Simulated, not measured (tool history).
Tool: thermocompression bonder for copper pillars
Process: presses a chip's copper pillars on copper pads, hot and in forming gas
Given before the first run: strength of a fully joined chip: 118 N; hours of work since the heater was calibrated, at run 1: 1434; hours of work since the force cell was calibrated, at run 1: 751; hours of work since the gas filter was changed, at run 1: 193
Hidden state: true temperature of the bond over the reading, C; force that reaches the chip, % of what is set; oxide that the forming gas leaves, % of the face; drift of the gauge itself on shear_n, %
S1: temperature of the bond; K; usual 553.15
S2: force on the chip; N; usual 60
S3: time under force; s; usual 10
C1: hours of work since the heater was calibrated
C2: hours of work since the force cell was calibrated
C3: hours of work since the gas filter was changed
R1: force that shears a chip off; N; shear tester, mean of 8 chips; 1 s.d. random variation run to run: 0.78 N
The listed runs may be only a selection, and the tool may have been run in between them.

Run 1, hour 0: usual settings; C1 1434; C2 751; C3 193. Result: R1 50.5 N.
Run 2, hour 37.2: usual settings; C1 1463; C2 781; C3 222. Result: R1 48.7 N.
Run 3, hour 83.5: usual settings; C1 1499; C2 817; C3 258. Result: R1 48.5 N.
At hour 131: forming gas filter changed.
Run 4, hour 131.7: usual settings; C1 1537; C2 855; C3 1. Result: R1 50.9 N.
Run 5, hour 164.8: usual settings; C1 1563; C2 881; C3 27. Result: R1 50.4 N.
Run 6, hour 206: usual settings but S2 71 N; C1 1595; C2 913; C3 59. Result: R1 57.9 N.
At hour 222.3: heater calibrated with a thermocouple chip.
Run 7, hour 236.7: usual settings but S3 16 s; C1 11; C2 936; C3 82. Result: R1 56.3 N.
Run 8, hour 263.6: usual settings but S3 16 s; C1 33; C2 957; C3 103. Result: R1 55.8 N.
Run 9, hour 323.4: usual settings but S3 16 s; C1 80; C2 1004; C3 150. Result: R1 55.3 N.
Run 10, hour 366.9: usual settings but S3 6 s; C1 114; C2 1038; C3 184. Result: R1 37.9 N.
Run 11, hour 411.1: usual settings but S3 6 s; C1 148; C2 1073; C3 219. Result: R1 37.3 N.
At hour 464.5: heater calibrated with a thermocouple chip, once more.
Run 12, hour 474: usual settings but S3 7 s; C1 7; C2 1121; C3 267. Result: R1 46.8 N.
Run 13, hour 501.5: usual settings; C1 29; C2 1142; C3 288. Result: R1 53.5 N.
At hour 512: force cell calibrated.
At hour 512.5: forming gas filter changed.
Run 14, hour 532.9: usual settings but S1 582.15 K; C1 52; C2 16; C3 16. Result: R1 76.8 N.
Run 15, hour 594.6: usual settings; C1 101; C2 65; C3 65. Result: R1 57.4 N.
Run 16, hour 647.6: usual settings; C1 142; C2 106; C3 106. Result: R1 58.2 N.
Run 17, hour 710.1: usual settings; C1 192; C2 155; C3 155. Result: R1 57 N.
Run 18, hour 745.9: usual settings; C1 220; C2 184; C3 184. Result: R1 56.6 N.
Run 19, hour 807.3: usual settings; C1 268; C2 232; C3 232. Result: R1 55.5 N.
Run 20, hour 846: usual settings but S1 568.15 K, S2 48 N; C1 298; C2 262; C3 262. Result: R1 50.2 N.
Run 21, hour 873.1: usual settings but S1 568.15 K, S2 48 N; C1 320; C2 284; C3 284. Result: R1 50.9 N.
At hour 889.8: forming gas filter changed.
Run 22, hour 933.9: usual settings but S1 568.15 K, S2 48 N; C1 367; C2 331; C3 35. Result: R1 52.5 N.
Run 23, hour 996: usual settings but S1 567.15 K, S2 53 N, S3 9 s; C1 416; C2 380; C3 84. Result: R1 54.1 N.
Run 24, hour 1035.6: usual settings but S1 549.15 K, S2 52 N; C1 447; C2 411; C3 115. Result: R1 45 N.
Run 25, hour 1096.9: usual settings but S1 558.15 K, S2 40 N, S3 9 s; C1 495; C2 459; C3 163. Result: R1 35.1 N.
Run 26, hour 1146.4: usual settings but S1 558.15 K, S2 40 N, S3 9 s; C1 534; C2 498; C3 202. Result: R1 35.2 N.
Run 27, hour 1198.8: usual settings but S1 558.15 K, S2 40 N, S3 9 s; C1 576; C2 539; C3 243. Result: R1 33.5 N.
Run 28, hour 1259.7: usual settings but S1 529.15 K, S2 70 N; C1 623; C2 587; C3 291. Result: R1 50 N.
At hour 1265.4: forming gas filter changed.
Run 29, hour 1310: usual settings but S2 41 N, S3 9 s; C1 663; C2 626; C3 35. Result: R1 34.2 N.
Run 30, hour 1357.6: usual settings but S1 534.15 K, S2 41 N, S3 6 s; C1 700; C2 664; C3 73. Result: R1 23.9 N.

Expected results for the next run?
Run 31, hour 1397.1: usual settings but S1 568.15 K, S2 69 N, S3 14 s; C1 731; C2 695; C3 104. Result: R1 ?.

R1: 76.6 N
Take away the tool's hidden state, keep the run-to-run variation as it was, and the same run would have given R1 83.6 N.

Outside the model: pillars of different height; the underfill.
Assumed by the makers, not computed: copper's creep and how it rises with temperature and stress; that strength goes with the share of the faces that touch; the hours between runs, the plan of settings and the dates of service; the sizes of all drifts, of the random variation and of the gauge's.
